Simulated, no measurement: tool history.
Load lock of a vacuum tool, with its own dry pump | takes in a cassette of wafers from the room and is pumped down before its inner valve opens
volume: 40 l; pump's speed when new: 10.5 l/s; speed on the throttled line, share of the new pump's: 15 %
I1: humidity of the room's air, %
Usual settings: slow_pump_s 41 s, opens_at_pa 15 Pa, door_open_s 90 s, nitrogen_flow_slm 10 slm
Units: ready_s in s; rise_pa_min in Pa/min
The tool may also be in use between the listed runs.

run 1 day=0 | slow_pump_s=41 opens_at_pa=15 door_open_s=90 nitrogen_flow_slm=10 | I1=46.7 | ready_s=69.2 rise_pa_min=0.25
run 2 day=21.183 | slow_pump_s=41 opens_at_pa=15 door_open_s=90 nitrogen_flow_slm=10 | I1=44.2 | ready_s=69.2 rise_pa_min=0.253
run 3 day=39.746 | slow_pump_s=41 opens_at_pa=26 door_open_s=90 nitrogen_flow_slm=10 | I1=44.3 | ready_s=66.6 rise_pa_min=0.261
-- day=47.538 door's seal changed, seat wiped
run 4 day=62.221 | slow_pump_s=41 opens_at_pa=15 door_open_s=76 nitrogen_flow_slm=10 | I1=47.9 | ready_s=69.3 rise_pa_min=0.041
run 5 day=88.133 | slow_pump_s=28 opens_at_pa=15 door_open_s=90 nitrogen_flow_slm=10 | I1=41.9 | ready_s=58.6 rise_pa_min=0.038
run 6 day=113.788 | slow_pump_s=41 opens_at_pa=15 door_open_s=90 nitrogen_flow_slm=41 | I1=44.7 | ready_s=69 rise_pa_min=0.035
run 7 day=128.679 | slow_pump_s=41 opens_at_pa=15 door_open_s=90 nitrogen_flow_slm=41 | I1=42 | ready_s=70 rise_pa_min=0.029
run 8 day=153.008 | slow_pump_s=41 opens_at_pa=15 door_open_s=90 nitrogen_flow_slm=41 | I1=45.7 | ready_s=69.4 rise_pa_min=0.036
run 9 day=176.354 | slow_pump_s=41 opens_at_pa=15 door_open_s=90 nitrogen_flow_slm=41 | I1=43.7 | ready_s=69.5 rise_pa_min=0.036
run 10 day=205.296 | slow_pump_s=41 opens_at_pa=15 door_open_s=90 nitrogen_flow_slm=41 | I1=43.5 | ready_s=69.4 rise_pa_min=0.038
run 11 day=232.475 | slow_pump_s=41 opens_at_pa=15 door_open_s=90 nitrogen_flow_slm=41 | I1=44.3 | ready_s=69.6 rise_pa_min=0.048
run 12 day=258.288 | slow_pump_s=41 opens_at_pa=15 door_open_s=90 nitrogen_flow_slm=41 | I1=45.3 | ready_s=69.5 rise_pa_min=0.052
run 13 day=280.104 | slow_pump_s=41 opens_at_pa=15 door_open_s=90 nitrogen_flow_slm=41 | I1=47 | ready_s=70.7 rise_pa_min=0.05
run 14 day=298.3 | slow_pump_s=41 opens_at_pa=15 door_open_s=90 nitrogen_flow_slm=4 | I1=41.8 | ready_s=69.9 rise_pa_min=0.086
run 15 day=323.917 | slow_pump_s=41 opens_at_pa=15 door_open_s=90 nitrogen_flow_slm=10 | I1=42.8 | ready_s=70.4 rise_pa_min=0.078
run 16 day=346.217 | slow_pump_s=41 opens_at_pa=15 door_open_s=90 nitrogen_flow_slm=10 | I1=46.7 | ready_s=70.3 rise_pa_min=0.088
run 17 day=360.175 | slow_pump_s=41 opens_at_pa=15 door_open_s=90 nitrogen_flow_slm=10 | I1=43.6 | ready_s=71.1 rise_pa_min=0.086
run 18 day=383.867 | slow_pump_s=41 opens_at_pa=15 door_open_s=90 nitrogen_flow_slm=10 | I1=46.1 | ready_s=70.3 rise_pa_min=0.09
run 19 day=396.071 | slow_pump_s=41 opens_at_pa=15 door_open_s=57 nitrogen_flow_slm=10 | I1=43.8 | ready_s=70.5 rise_pa_min=0.089
run 20 day=422.542 | slow_pump_s=22 opens_at_pa=22 door_open_s=42 nitrogen_flow_slm=7 | I1=44.9 | ready_s=52.9 rise_pa_min=0.095
run 21 day=445.471 | slow_pump_s=22 opens_at_pa=22 door_open_s=42 nitrogen_flow_slm=7 | I1=44.8 | ready_s=53.5 rise_pa_min=0.098
run 22 day=462.7 | slow_pump_s=27 opens_at_pa=15 door_open_s=76 nitrogen_flow_slm=10 | I1=45.6 | ready_s=59.3 rise_pa_min=0.114
run 23 day=485.975 | slow_pump_s=41 opens_at_pa=15 door_open_s=61 nitrogen_flow_slm=8 | I1=49.6 | ready_s=70.6 rise_pa_min=0.113
run 24 day=499.371 | slow_pump_s=41 opens_at_pa=19 door_open_s=90 nitrogen_flow_slm=10 | I1=47.6 | ready_s=69.6 rise_pa_min=0.127
run 25 day=522.312 | slow_pump_s=41 opens_at_pa=19 door_open_s=90 nitrogen_flow_slm=10 | I1=45.6 | ready_s=69.3 rise_pa_min=0.128
run 26 day=551.504 | slow_pump_s=53 opens_at_pa=15 door_open_s=90 nitrogen_flow_slm=37 | I1=47.8 | ready_s=81.4 rise_pa_min=0.122
run 27 day=570.612 | slow_pump_s=53 opens_at_pa=15 door_open_s=90 nitrogen_flow_slm=37 | I1=48.2 | ready_s=81.6 rise_pa_min=0.127
run 28 day=584.104 | slow_pump_s=61 opens_at_pa=25 door_open_s=48 nitrogen_flow_slm=8 | I1=45.9 | ready_s=85.9 rise_pa_min=0.14
run 29 day=599.325 | slow_pump_s=61 opens_at_pa=25 door_open_s=48 nitrogen_flow_slm=8 | I1=47.5 | ready_s=85.8 rise_pa_min=0.146
run 30 day=621.35 | slow_pump_s=44 opens_at_pa=15 door_open_s=90 nitrogen_flow_slm=10 | I1=45.4 | ready_s=74.2 rise_pa_min=0.163
run 31 day=642.754 | slow_pump_s=44 opens_at_pa=15 door_open_s=90 nitrogen_flow_slm=10 | I1=45 | ready_s=74.1 rise_pa_min=0.165
run 32 day=663.933 | slow_pump_s=41 opens_at_pa=16 door_open_s=113 nitrogen_flow_slm=38 | I1=42.2 | ready_s=71.6 rise_pa_min=0.159
run 33 day=682.675 | slow_pump_s=41 opens_at_pa=16 door_open_s=191 nitrogen_flow_slm=5 | I1=43.8 | ready_s=71.3 rise_pa_min=0.198
run 34 day=702.271 | slow_pump_s=72 opens_at_pa=14 door_open_s=89 nitrogen_flow_slm=31 | I1=43.2 | ready_s=98 rise_pa_min=0.176
run 35 day=715.358 | slow_pump_s=48 opens_at_pa=17 door_open_s=157 nitrogen_flow_slm=40 | I1=47.4 | ready_s=77.3 rise_pa_min=0.182
run 36 day=729.308 | slow_pump_s=41 opens_at_pa=15 door_open_s=165 nitrogen_flow_slm=10 | I1=49.2 | ready_s=72.3 rise_pa_min=0.212

Forecast each of these 3 alternatives for the next run:
run A day=743.967 | slow_pump_s=53 opens_at_pa=15 door_open_s=29 nitrogen_flow_slm=22 | I1=43.5 | ready_s=? rise_pa_min=?
run B day=743.967 | slow_pump_s=41 opens_at_pa=15 door_open_s=135 nitrogen_flow_slm=8 | I1=42.7 | ready_s=? rise_pa_min=?
run C day=743.967 | slow_pump_s=41 opens_at_pa=13 door_open_s=45 nitrogen_flow_slm=10 | I1=46.4 | ready_s=? rise_pa_min=?

run=A ready_s=82.9 rise_pa_min=0.182
run=B ready_s=71.8 rise_pa_min=0.206
run=C ready_s=72.3 rise_pa_min=0.192
Without the tool's hidden state the same runs would have given:
run=A ready_s=79.8 rise_pa_min=0.021
run=B ready_s=68.4 rise_pa_min=0.047
run=C ready_s=68.9 rise_pa_min=0.033
